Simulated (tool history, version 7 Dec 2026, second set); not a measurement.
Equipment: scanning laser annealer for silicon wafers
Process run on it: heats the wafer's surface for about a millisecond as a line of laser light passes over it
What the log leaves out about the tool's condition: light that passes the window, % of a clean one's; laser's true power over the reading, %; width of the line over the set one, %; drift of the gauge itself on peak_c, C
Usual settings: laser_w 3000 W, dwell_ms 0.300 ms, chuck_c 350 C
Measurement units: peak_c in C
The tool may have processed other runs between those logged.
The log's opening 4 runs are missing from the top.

run   hour  laser_w  dwell_ms  chuck_c  hours of work since the window was cleaned  hours of work since the power meter was calibrated  hours of work since the optics were aligned  peak_c
  5   75.2     3000     0.215      350                                         369                                                 291                                         1361     996
  6   93.4     3000     0.300      350                                         378                                                 300                                         1370    1114
  7  123.1     3000     0.352      350                                         393                                                 314                                         1385    1171
  8  154.1     3000     0.352      350                                         408                                                 330                                         1400    1169
  9  182.9     3000     0.300      350                                         422                                                 344                                         1415    1105
 10  201.4     3000     0.300      350                                         432                                                 353                                         1424    1106
     226.7  -- optics aligned, line set to its width
 11  231.2     3000     0.300      350                                         444                                                 366                                            2    1122
 12  258.3     3000     0.300      329                                         457                                                 379                                           16    1101
 13  273.7     3000     0.300      329                                         465                                                 387                                           23    1100
 14  292.2     3000     0.300      329                                         474                                                 396                                           33    1099
 15  307.3     3000     0.300      350                                         482                                                 404                                           40    1120
 16  337.6     3000     0.300      350                                         497                                                 419                                           55    1118
 17  356.8     3263     0.300      350                                         506                                                 428                                           65    1190
 18  388.3     2842     0.300      390                                         522                                                 444                                           80    1114
 19  403.1     2842     0.300      390                                         529                                                 451                                           88    1111
 20  431.9     2711     0.279      331                                         544                                                 466                                          102     993
 21  455.7     2711     0.279      331                                         556                                                 477                                          114     992
 22  488.4     2758     0.217      312                                         572                                                 494                                          130     907
 23  507.7     2791     0.284      379                                         582                                                 503                                          140    1065
 24  523.8     3000     0.300      324                                         590                                                 511                                          148    1086
 25  540.2     3000     0.300      324                                         598                                                 520                                          156    1086
 26  562.8     3000     0.300      324                                         609                                                 531                                          167    1086
 27  591.1     2793     0.277      377                                         623                                                 545                                          181    1054

What does the tool deliver on the next run?
 28  610.7     2639     0.234      376                                         633                                                 555                                          191       ?

Logged for run 28: peak_c 962 C.
Take away the tool's hidden state, keep the run-to-run variation as it was, and the same run would have given peak_c 989 C.
